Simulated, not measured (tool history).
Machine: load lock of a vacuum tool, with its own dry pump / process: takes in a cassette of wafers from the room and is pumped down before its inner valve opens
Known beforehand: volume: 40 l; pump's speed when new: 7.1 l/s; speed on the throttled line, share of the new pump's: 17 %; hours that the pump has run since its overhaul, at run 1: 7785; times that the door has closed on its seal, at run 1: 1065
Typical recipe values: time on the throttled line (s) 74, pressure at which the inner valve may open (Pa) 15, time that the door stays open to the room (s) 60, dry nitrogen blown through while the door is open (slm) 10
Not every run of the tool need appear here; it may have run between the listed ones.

run     hour  time on the throttled line (s)  pressure at which the inner valve may open (Pa)  time that the door stays open to the room (s)  dry nitrogen blown through while the door is open (slm)  hours that the pump has run since its overhaul  times that the door has closed on its seal  incoming humidity of the room's air, %  time from the closed door until the inner valve may open (s)  rise of the pressure with all valves shut (Pa/min)
  1        0                              74                                               15                                             60                                                       10                                            7785                                        1065                                    39.5                                                         110.8                                               0.036
  2    461.4                              74                                               15                                             60                                                       10                                            8247                                        1941                                    45.9                                                         111.9                                               0.043
  3    964.2                              74                                               15                                             60                                                       10                                            8749                                        2896                                    45.1                                                         110.6                                               0.038
  4   1359.7                              95                                               15                                             60                                                       10                                            9145                                        3647                                    42.7                                                         129.2                                                0.04
  5   1793.3                              74                                               15                                             43                                                       10                                            9579                                        4471                                    45.1                                                         112.8                                               0.034
  6   2160.6                              74                                               15                                             60                                                       10                                            9946                                        5168                                    44.7                                                         111.6                                               0.037
      2243.4  -- dry pump taken out, an overhauled one fitted
  7     2595                              74                                               15                                             60                                                       10                                             352                                        5981                                    44.7                                                         110.8                                               0.041
  8   2920.3                              74                                               15                                             60                                                       10                                             677                                        6599                                      51                                                         111.2                                               0.043
  9   3322.3                              74                                               15                                             60                                                       10                                            1079                                        7362                                      44                                                         111.6                                               0.037
 10   3593.9                              74                                               15                                             60                                                       10                                            1350                                        7878                                    49.3                                                         112.2                                               0.039
 11   4170.9                              74                                               15                                             60                                                       10                                            1927                                        8974                                    43.5                                                           110                                                0.04
 12   4743.9                              74                                               15                                             60                                                       10                                            2500                                       10062                                    46.2                                                         111.4                                               0.042
 13   5070.9                              74                                               15                                             60                                                       10                                            2827                                       10683                                    42.5                                                         112.4                                               0.033
 14   5472.4                              74                                               15                                             60                                                       10                                            3229                                       11445                                    45.4                                                         111.4                                               0.038
 15     5877                              74                                               15                                             60                                                       10                                            3634                                       12213                                      42                                                         110.7                                                0.04
 16   6267.6                              74                                               15                                             60                                                       10                                            4024                                       12955                                    42.6                                                         111.4                                               0.037
 17   6823.2                              74                                               15                                             60                                                       10                                            4580                                       14010                                    47.3                                                         111.9                                               0.041
 18   7063.3                              74                                               15                                             60                                                       10                                            4820                                       14466                                      46                                                         111.2                                               0.039
 19   7508.6                              74                                               18                                             38                                                       27                                            5265                                       15311                                    46.9                                                         108.9                                               0.022
 20   7872.8                              59                                               30                                            213                                                       44                                            5629                                       16003                                      43                                                          95.9                                               0.036
 21   8161.9                              74                                               15                                             34                                                       10                                            5918                                       16552                                    42.4                                                         110.9                                               0.032
 22   8478.7                              74                                               15                                             34                                                       10                                            6235                                       17154                                    40.8                                                         109.9                                               0.023
 23   8960.6                              74                                               15                                             51                                                       15                                            6717                                       18069                                    47.7                                                         110.6                                               0.034
 24   9438.6                              74                                               15                                             51                                                       15                                            7195                                       18976                                    47.6                                                         111.3                                               0.034
 25   9998.7                              74                                               15                                             51                                                       15                                            7755                                       20040                                    46.2                                                         110.9                                               0.032
 26  10530.8                              74                                               27                                             60                                                       10                                            8287                                       21050                                    43.4                                                         108.3                                               0.038
 27  10892.9                              74                                               27                                             60                                                       10                                            8650                                       21738                                    44.5                                                         109.1                                               0.034
 28  11352.6                              43                                               14                                             60                                                       10                                            9109                                       22611                                    45.8                                                          86.1                                               0.043
 29  11600.2                              37                                               15                                             60                                                       21                                            9357                                       23081                                    42.2                                                          81.3                                               0.026
 30  12066.7                             135                                               13                                             74                                                        8                                            9823                                       23967                                    45.7                                                         162.6                                               0.049
       12260  -- dry pump taken out, an overhauled one fitted
     12379.8  -- door's seal changed, seat wiped
 31  12431.5                              49                                               15                                             30                                                       10                                             170                                          98                                    44.1                                                            90                                               0.029
 32  12701.7                              49                                               15                                             26                                                       10                                             440                                         611                                    44.7                                                          89.2                                               0.023
 33  13256.8                              74                                               11                                             60                                                       10                                             995                                        1665                                    47.1                                                         113.6                                               0.045
 34  13509.2                              74                                               25                                            210                                                       12                                            1248                                        2144                                    44.5                                                           107                                               0.072

Below are 4 alternative next runs, each starting from the tool's condition after run 34. Predict each:
  A  13934.8                              74                                               15                                             80                                                       33                                            1673                                        2953                                    46.6                                                             ?                                                   ?
  B  13934.8                             101                                               15                                             60                                                       10                                            1673                                        2953                                    43.2                                                             ?                                                   ?
  C  13934.8                              74                                               15                                             36                                                       10                                            1673                                        2953                                    47.4                                                             ?                                                   ?
  D  13934.8                              74                                               25                                            210                                                       18                                            1673                                        2953                                    41.4                                                             ?                                                   ?

run  time from the closed door until the inner valve may open (s)  rise of the pressure with all valves shut (Pa/min)
  A                                                         111.1                                               0.025
  B                                                           133                                               0.037
  C                                                         109.5                                               0.031
  D                                                         108.8                                               0.057
Without the tool's unlogged condition, the same runs would have read:
run  time from the closed door until the inner valve may open (s)  rise of the pressure with all valves shut (Pa/min)
  A                                                         111.1                                               0.025
  B                                                           133                                               0.037
  C                                                         109.5                                               0.031
  D                                                         108.8                                               0.056
